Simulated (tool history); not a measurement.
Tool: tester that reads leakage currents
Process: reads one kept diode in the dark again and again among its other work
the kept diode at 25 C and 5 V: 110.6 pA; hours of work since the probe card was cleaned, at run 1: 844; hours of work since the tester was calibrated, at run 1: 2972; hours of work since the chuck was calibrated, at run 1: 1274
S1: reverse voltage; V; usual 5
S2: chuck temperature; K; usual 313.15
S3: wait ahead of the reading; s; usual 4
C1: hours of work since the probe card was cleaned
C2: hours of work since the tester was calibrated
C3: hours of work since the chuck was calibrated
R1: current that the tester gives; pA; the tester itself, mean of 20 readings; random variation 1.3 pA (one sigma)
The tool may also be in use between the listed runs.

run,hour,S1,S2,S3,C1,C2,C3,R1
1,0,5,313.15,4,844,2972,1274,346.29
2,87,5,313.15,4,904,3033,1334,344
# hour 185: chuck's temperature calibrated
3,190.8,5,313.15,4,975,3104,4,419.3
4,267.2,5,313.15,0.33,1029,3157,57,418.63
5,321.7,5,313.15,4,1067,3195,95,413.11
6,414.6,5,313.15,4,1132,3260,160,411.62
7,497.3,9.09,313.15,4,1189,3317,218,539.05
# hour 509.6: probe card cleaned and baked
8,582.1,5,313.15,3.79,51,3375,275,403.11
9,684.1,5,294.15,0.5,122,3446,346,76.08

The next listed run, before its measurement:
10,738.2,5,294.15,0.5,160,3483,384,?

{"run 10": {"R1": 75.49}}
Without the tool's hidden state the same run would have given R1 79.24 pA.

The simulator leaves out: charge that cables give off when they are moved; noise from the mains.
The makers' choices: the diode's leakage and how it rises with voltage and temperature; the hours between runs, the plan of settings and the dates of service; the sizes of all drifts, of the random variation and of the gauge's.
